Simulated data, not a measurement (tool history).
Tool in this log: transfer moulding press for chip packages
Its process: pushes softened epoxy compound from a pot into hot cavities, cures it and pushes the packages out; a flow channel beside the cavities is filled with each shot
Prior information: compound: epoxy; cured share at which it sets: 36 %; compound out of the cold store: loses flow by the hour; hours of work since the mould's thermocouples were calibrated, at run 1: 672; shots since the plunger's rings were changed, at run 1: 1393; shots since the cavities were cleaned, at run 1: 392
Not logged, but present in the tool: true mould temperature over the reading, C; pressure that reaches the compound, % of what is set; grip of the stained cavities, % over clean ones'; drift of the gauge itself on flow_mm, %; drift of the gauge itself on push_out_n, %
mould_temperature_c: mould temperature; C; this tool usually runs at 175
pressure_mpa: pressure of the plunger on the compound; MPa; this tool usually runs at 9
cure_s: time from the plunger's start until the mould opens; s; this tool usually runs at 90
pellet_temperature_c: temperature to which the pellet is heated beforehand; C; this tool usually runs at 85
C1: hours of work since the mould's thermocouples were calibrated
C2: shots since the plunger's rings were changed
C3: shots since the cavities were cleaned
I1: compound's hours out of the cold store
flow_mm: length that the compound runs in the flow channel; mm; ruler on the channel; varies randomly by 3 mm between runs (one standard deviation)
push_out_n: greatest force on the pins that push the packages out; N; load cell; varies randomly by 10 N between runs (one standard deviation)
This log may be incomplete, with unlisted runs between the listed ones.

Run 1, hour 0: usual settings; C1 672; C2 1393; C3 392; I1 17.3. Result: flow_mm 931 mm, push_out_n 767 N.
Run 2, hour 18.3: usual settings; C1 686; C2 1657; C3 656; I1 29.4. Result: flow_mm 864 mm, push_out_n 867 N.
At hour 21.6: cavities cleaned with cleaning compound and waxed.
Run 3, hour 39.8: usual settings; C1 702; C2 1946; C3 263; I1 45.4. Result: flow_mm 788 mm, push_out_n 651 N.
Run 4, hour 49.4: usual settings but mould_temperature_c 169 C; C1 710; C2 2085; C3 402; I1 22.1. Result: flow_mm 912 mm, push_out_n 1135 N.
At hour 69.5: cavities cleaned with cleaning compound and waxed.
Run 5, hour 73.8: usual settings; C1 728; C2 2415; C3 62; I1 22. Result: flow_mm 893 mm, push_out_n 554 N.
Run 6, hour 94.5: usual settings but pellet_temperature_c 94 C; C1 744; C2 2715; C3 362; I1 32.8. Result: flow_mm 823 mm, push_out_n 728 N.
At hour 114: plunger's sealing rings changed.
Run 7, hour 115.4: usual settings but cure_s 99 s; C1 758; C2 20; C3 627; I1 43.5. Result: flow_mm 816 mm, push_out_n 743 N.
At hour 120.5: cavities cleaned with cleaning compound and waxed.
Run 8, hour 139.7: usual settings but cure_s 99 s; C1 776; C2 348; C3 276; I1 32.7. Result: flow_mm 864 mm, push_out_n 636 N.
Run 9, hour 157.5: usual settings but pellet_temperature_c 75 C; C1 790; C2 606; C3 534; I1 34.5. Result: flow_mm 856 mm, push_out_n 863 N.
At hour 169.2: cavities cleaned with cleaning compound and waxed.
Run 10, hour 173.7: usual settings but cure_s 109 s; C1 802; C2 817; C3 64; I1 39.4. Result: flow_mm 830 mm, push_out_n 454 N.
Run 11, hour 195.7: usual settings but cure_s 113 s; C1 819; C2 1135; C3 382; I1 37.1. Result: flow_mm 835 mm, push_out_n 599 N.
Run 12, hour 210.5: usual settings but cure_s 113 s; C1 831; C2 1349; C3 596; I1 18.2. Result: flow_mm 924 mm, push_out_n 700 N.
At hour 218.1: cavities cleaned with cleaning compound and waxed.
Run 13, hour 233.3: usual settings but cure_s 113 s; C1 847; C2 1657; C3 220; I1 13.4. Result: flow_mm 951 mm, push_out_n 553 N.
Run 14, hour 256.5: usual settings but cure_s 113 s; C1 865; C2 1991; C3 554; I1 36.3. Result: flow_mm 826 mm, push_out_n 660 N.
At hour 265.8: cavities cleaned with cleaning compound and waxed.
Run 15, hour 269.1: usual settings but cure_s 113 s; C1 874; C2 2151; C3 46; I1 43.3. Result: flow_mm 783 mm, push_out_n 431 N.
Run 16, hour 288.9: usual settings but mould_temperature_c 180 C, pressure_mpa 9.32 MPa, cure_s 99 s, pellet_temperature_c 79 C; C1 890; C2 2438; C3 333; I1 22. Result: flow_mm 892 mm, push_out_n 602 N.
At hour 292.8: mould's thermocouples calibrated.
Run 17, hour 304.4: usual settings but mould_temperature_c 180 C, pressure_mpa 9.32 MPa, cure_s 99 s, pellet_temperature_c 79 C; C1 9; C2 2633; C3 528; I1 39.9. Result: flow_mm 799 mm, push_out_n 646 N.
At hour 315.7: cavities cleaned with cleaning compound and waxed.
Run 18, hour 318.4: usual settings but cure_s 93 s, pellet_temperature_c 83 C; C1 19; C2 2814; C3 40; I1 30.8. Result: flow_mm 839 mm, push_out_n 533 N.
At hour 330.7: plunger's sealing rings changed.
Run 19, hour 335.7: usual settings but cure_s 93 s, pellet_temperature_c 83 C; C1 31; C2 72; C3 253; I1 14.5. Result: flow_mm 970 mm, push_out_n 683 N.
Run 20, hour 349.6: usual settings but mould_temperature_c 176 C, cure_s 93 s, pellet_temperature_c 83 C; C1 41; C2 272; C3 453; I1 32.2. Result: flow_mm 870 mm, push_out_n 743 N.
At hour 367.4: cavities cleaned with cleaning compound and waxed.
Run 21, hour 373: usual settings but mould_temperature_c 176 C, cure_s 93 s, pellet_temperature_c 83 C; C1 59; C2 588; C3 80; I1 19.7. Result: flow_mm 925 mm, push_out_n 553 N.
Run 22, hour 396.4: usual settings but mould_temperature_c 181 C; C1 77; C2 927; C3 419; I1 47. Result: flow_mm 772 mm, push_out_n 668 N.
Run 23, hour 410.4: usual settings but cure_s 88 s, pellet_temperature_c 83 C; C1 88; C2 1128; C3 620; I1 33.5. Result: flow_mm 849 mm, push_out_n 924 N.
At hour 416.4: cavities cleaned with cleaning compound and waxed.
Run 24, hour 428.1: usual settings but pressure_mpa 8 MPa, cure_s 88 s, pellet_temperature_c 93 C; C1 101; C2 1361; C3 168; I1 10.4. Result: flow_mm 912 mm, push_out_n 722 N.
At hour 435.7: mould's thermocouples calibrated, once more.
Run 25, hour 452.6: usual settings but mould_temperature_c 182 C, pellet_temperature_c 87 C; C1 13; C2 1687; C3 494; I1 20.9. Result: flow_mm 880 mm, push_out_n 629 N.
At hour 466.2: cavities cleaned with cleaning compound and waxed.
Run 26, hour 466.2: usual settings but cure_s 80 s, pellet_temperature_c 83 C; C1 23; C2 1861; C3 0; I1 13.1. Result: flow_mm 935 mm, push_out_n 642 N.
Run 27, hour 484.4: usual settings but mould_temperature_c 183 C, pressure_mpa 7.37 MPa, cure_s 114 s, pellet_temperature_c 81 C; C1 37; C2 2125; C3 264; I1 21.4. Result: flow_mm 784 mm, push_out_n 525 N.
Run 28, hour 498.7: usual settings but mould_temperature_c 183 C, pressure_mpa 7.37 MPa, cure_s 114 s, pellet_temperature_c 81 C; C1 48; C2 2331; C3 470; I1 30. Result: flow_mm 741 mm, push_out_n 586 N.

Alternative continuations, all from the tool just after run 28; predict every row:
At hour 515.1: cavities cleaned with cleaning compound and waxed.
Run A, hour 522: usual settings but mould_temperature_c 183 C, pressure_mpa 7.37 MPa, cure_s 124 s, pellet_temperature_c 81 C; C1 65; C2 2646; C3 100; I1 20. Result: flow_mm ?, push_out_n ?.
At hour 515.1: cavities cleaned with cleaning compound and waxed.
Run B, hour 522: usual settings but cure_s 130 s; C1 65; C2 2646; C3 100; I1 43.6. Result: flow_mm ?, push_out_n ?.
At hour 515.1: cavities cleaned with cleaning compound and waxed.
Run C, hour 522: usual settings but cure_s 83 s; C1 65; C2 2646; C3 100; I1 31.8. Result: flow_mm ?, push_out_n ?.
At hour 515.1: cavities cleaned with cleaning compound and waxed.
Run D, hour 522: usual settings but mould_temperature_c 183 C, pressure_mpa 10 MPa, cure_s 106 s, pellet_temperature_c 92 C; C1 65; C2 2646; C3 100; I1 28.9. Result: flow_mm ?, push_out_n ?.

run  flow_mm  push_out_n
  A      786         457
  B      774         458
  C      833         655
  D      867         448
With the hidden condition removed and each run's random variation left untouched, the same runs would have given:
run  flow_mm  push_out_n
  A      831         387
  B      819         387
  C      881         552
  D      918         377
